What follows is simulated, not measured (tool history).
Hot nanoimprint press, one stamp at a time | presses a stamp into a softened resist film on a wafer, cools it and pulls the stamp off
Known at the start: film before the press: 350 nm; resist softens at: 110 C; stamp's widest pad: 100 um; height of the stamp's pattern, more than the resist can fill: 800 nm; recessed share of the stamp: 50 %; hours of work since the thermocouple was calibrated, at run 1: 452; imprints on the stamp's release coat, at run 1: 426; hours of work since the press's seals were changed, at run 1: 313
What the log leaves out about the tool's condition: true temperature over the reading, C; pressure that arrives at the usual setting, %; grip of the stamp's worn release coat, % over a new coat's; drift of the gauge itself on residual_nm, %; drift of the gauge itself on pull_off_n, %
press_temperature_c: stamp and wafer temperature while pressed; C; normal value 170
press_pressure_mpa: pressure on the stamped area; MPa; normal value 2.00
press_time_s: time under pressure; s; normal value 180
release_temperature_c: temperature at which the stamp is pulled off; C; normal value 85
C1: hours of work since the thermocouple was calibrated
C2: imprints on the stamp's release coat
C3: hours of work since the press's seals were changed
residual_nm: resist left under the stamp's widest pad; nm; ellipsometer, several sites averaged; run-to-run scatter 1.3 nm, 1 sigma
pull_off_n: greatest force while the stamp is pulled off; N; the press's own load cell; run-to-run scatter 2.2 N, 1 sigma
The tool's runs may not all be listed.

{"run": 1, "hour": 0.0, "press_temperature_c": 170, "press_pressure_mpa": 2.0, "press_time_s": 180, "release_temperature_c": 85, "C1": 452, "C2": 426, "C3": 313, "residual_nm": 192.9, "pull_off_n": 107}
{"run": 2, "hour": 10.9, "press_temperature_c": 170, "press_pressure_mpa": 2.0, "press_time_s": 180, "release_temperature_c": 85, "C1": 457, "C2": 463, "C3": 319, "residual_nm": 191.5, "pull_off_n": 110}
{"run": 3, "hour": 25.9, "press_temperature_c": 170, "press_pressure_mpa": 2.0, "press_time_s": 180, "release_temperature_c": 88, "C1": 465, "C2": 514, "C3": 326, "residual_nm": 192.4, "pull_off_n": 104}
{"run": 4, "hour": 43.9, "press_temperature_c": 170, "press_pressure_mpa": 2.0, "press_time_s": 180, "release_temperature_c": 85, "C1": 474, "C2": 574, "C3": 335, "residual_nm": 192.3, "pull_off_n": 114}
{"run": 5, "hour": 55.2, "press_temperature_c": 170, "press_pressure_mpa": 2.0, "press_time_s": 180, "release_temperature_c": 85, "C1": 480, "C2": 612, "C3": 341, "residual_nm": 193.4, "pull_off_n": 115}
{"hour": 63.9, "done": "plate thermocouple calibrated"}
{"run": 6, "hour": 78.8, "press_temperature_c": 170, "press_pressure_mpa": 2.0, "press_time_s": 180, "release_temperature_c": 85, "C1": 8, "C2": 682, "C3": 352, "residual_nm": 210.7, "pull_off_n": 125}
{"run": 7, "hour": 98.1, "press_temperature_c": 170, "press_pressure_mpa": 2.0, "press_time_s": 180, "release_temperature_c": 85, "C1": 17, "C2": 747, "C3": 361, "residual_nm": 211.1, "pull_off_n": 132}
{"run": 8, "hour": 108.1, "press_temperature_c": 170, "press_pressure_mpa": 2.0, "press_time_s": 180, "release_temperature_c": 85, "C1": 22, "C2": 780, "C3": 367, "residual_nm": 209.1, "pull_off_n": 131}
{"run": 9, "hour": 120.9, "press_temperature_c": 163, "press_pressure_mpa": 2.0, "press_time_s": 180, "release_temperature_c": 85, "C1": 29, "C2": 824, "C3": 373, "residual_nm": 272.6, "pull_off_n": 129}
{"run": 10, "hour": 141.3, "press_temperature_c": 163, "press_pressure_mpa": 1.54, "press_time_s": 180, "release_temperature_c": 85, "C1": 39, "C2": 892, "C3": 383, "residual_nm": 291.5, "pull_off_n": 132}
{"run": 11, "hour": 153.2, "press_temperature_c": 163, "press_pressure_mpa": 1.54, "press_time_s": 180, "release_temperature_c": 85, "C1": 45, "C2": 933, "C3": 390, "residual_nm": 294.2, "pull_off_n": 133}
{"run": 12, "hour": 166.1, "press_temperature_c": 170, "press_pressure_mpa": 2.0, "press_time_s": 180, "release_temperature_c": 86, "C1": 52, "C2": 976, "C3": 396, "residual_nm": 209.6, "pull_off_n": 130}
{"run": 13, "hour": 186.5, "press_temperature_c": 170, "press_pressure_mpa": 2.0, "press_time_s": 180, "release_temperature_c": 74, "C1": 62, "C2": 1045, "C3": 406, "residual_nm": 208.9, "pull_off_n": 178}
{"run": 14, "hour": 198.7, "press_temperature_c": 170, "press_pressure_mpa": 2.0, "press_time_s": 180, "release_temperature_c": 74, "C1": 69, "C2": 1086, "C3": 413, "residual_nm": 209.5, "pull_off_n": 177}
{"run": 15, "hour": 213.5, "press_temperature_c": 170, "press_pressure_mpa": 2.0, "press_time_s": 280, "release_temperature_c": 85, "C1": 76, "C2": 1136, "C3": 420, "residual_nm": 182.4, "pull_off_n": 140}
{"run": 16, "hour": 230.2, "press_temperature_c": 170, "press_pressure_mpa": 2.0, "press_time_s": 280, "release_temperature_c": 85, "C1": 85, "C2": 1192, "C3": 429, "residual_nm": 179.7, "pull_off_n": 144}
{"run": 17, "hour": 240.6, "press_temperature_c": 170, "press_pressure_mpa": 1.72, "press_time_s": 149, "release_temperature_c": 85, "C1": 90, "C2": 1227, "C3": 434, "residual_nm": 232.8, "pull_off_n": 145}
{"run": 18, "hour": 250.3, "press_temperature_c": 170, "press_pressure_mpa": 1.72, "press_time_s": 149, "release_temperature_c": 85, "C1": 95, "C2": 1260, "C3": 439, "residual_nm": 233.5, "pull_off_n": 143}
{"run": 19, "hour": 260.0, "press_temperature_c": 170, "press_pressure_mpa": 1.72, "press_time_s": 149, "release_temperature_c": 85, "C1": 100, "C2": 1292, "C3": 444, "residual_nm": 232.5, "pull_off_n": 141}
{"run": 20, "hour": 272.7, "press_temperature_c": 170, "press_pressure_mpa": 1.72, "press_time_s": 149, "release_temperature_c": 85, "C1": 106, "C2": 1335, "C3": 450, "residual_nm": 232.6, "pull_off_n": 151}
{"run": 21, "hour": 282.9, "press_temperature_c": 176, "press_pressure_mpa": 1.72, "press_time_s": 187, "release_temperature_c": 85, "C1": 112, "C2": 1370, "C3": 456, "residual_nm": 170.3, "pull_off_n": 154}
{"run": 22, "hour": 304.5, "press_temperature_c": 182, "press_pressure_mpa": 2.0, "press_time_s": 136, "release_temperature_c": 85, "C1": 123, "C2": 1442, "C3": 467, "residual_nm": 135.7, "pull_off_n": 157}
{"run": 23, "hour": 320.3, "press_temperature_c": 182, "press_pressure_mpa": 2.0, "press_time_s": 136, "release_temperature_c": 85, "C1": 131, "C2": 1496, "C3": 475, "residual_nm": 135.1, "pull_off_n": 154}
{"run": 24, "hour": 340.2, "press_temperature_c": 182, "press_pressure_mpa": 2.0, "press_time_s": 136, "release_temperature_c": 85, "C1": 141, "C2": 1563, "C3": 485, "residual_nm": 136.1, "pull_off_n": 156}
{"run": 25, "hour": 350.2, "press_temperature_c": 181, "press_pressure_mpa": 1.75, "press_time_s": 353, "release_temperature_c": 85, "C1": 146, "C2": 1596, "C3": 490, "residual_nm": 108.0, "pull_off_n": 160}
{"run": 26, "hour": 371.4, "press_temperature_c": 164, "press_pressure_mpa": 2.0, "press_time_s": 108, "release_temperature_c": 85, "C1": 157, "C2": 1668, "C3": 501, "residual_nm": 285.5, "pull_off_n": 164}
{"run": 27, "hour": 387.8, "press_temperature_c": 175, "press_pressure_mpa": 2.0, "press_time_s": 180, "release_temperature_c": 93, "C1": 165, "C2": 1723, "C3": 509, "residual_nm": 165.2, "pull_off_n": 129}
{"run": 28, "hour": 410.3, "press_temperature_c": 170, "press_pressure_mpa": 2.11, "press_time_s": 180, "release_temperature_c": 92, "C1": 176, "C2": 1799, "C3": 520, "residual_nm": 199.6, "pull_off_n": 133}
{"run": 29, "hour": 426.2, "press_temperature_c": 181, "press_pressure_mpa": 2.0, "press_time_s": 180, "release_temperature_c": 85, "C1": 185, "C2": 1853, "C3": 529, "residual_nm": 127.4, "pull_off_n": 169}
{"hour": 446.0, "done": "stamp cleaned and given a new release coat"}
{"run": 30, "hour": 450.9, "press_temperature_c": 181, "press_pressure_mpa": 2.18, "press_time_s": 177, "release_temperature_c": 85, "C1": 194, "C2": 17, "C3": 538, "residual_nm": 123.1, "pull_off_n": 94}
{"run": 31, "hour": 471.6, "press_temperature_c": 163, "press_pressure_mpa": 2.89, "press_time_s": 246, "release_temperature_c": 78, "C1": 205, "C2": 86, "C3": 549, "residual_nm": 213.2, "pull_off_n": 127}

Predict each of these 3 candidate next runs independently; none follows another, all start after run 31:
{"run": "A", "hour": 494.1, "press_temperature_c": 181, "press_pressure_mpa": 1.41, "press_time_s": 246, "release_temperature_c": 78, "C1": 216, "C2": 162, "C3": 560, "residual_nm": "?", "pull_off_n": "?"}
{"run": "B", "hour": 494.1, "press_temperature_c": 168, "press_pressure_mpa": 1.67, "press_time_s": 180, "release_temperature_c": 75, "C1": 216, "C2": 162, "C3": 560, "residual_nm": "?", "pull_off_n": "?"}
{"run": "C", "hour": 494.1, "press_temperature_c": 182, "press_pressure_mpa": 2.89, "press_time_s": 111, "release_temperature_c": 78, "C1": 216, "C2": 162, "C3": 560, "residual_nm": "?", "pull_off_n": "?"}

run=A residual_nm=138.0 pull_off_n=125
run=B residual_nm=236.7 pull_off_n=126
run=C residual_nm=118.7 pull_off_n=123
Had the tool no hidden state, the same runs would have come out as:
run=A residual_nm=142.0 pull_off_n=121
run=B residual_nm=242.6 pull_off_n=122
run=C residual_nm=119.8 pull_off_n=119
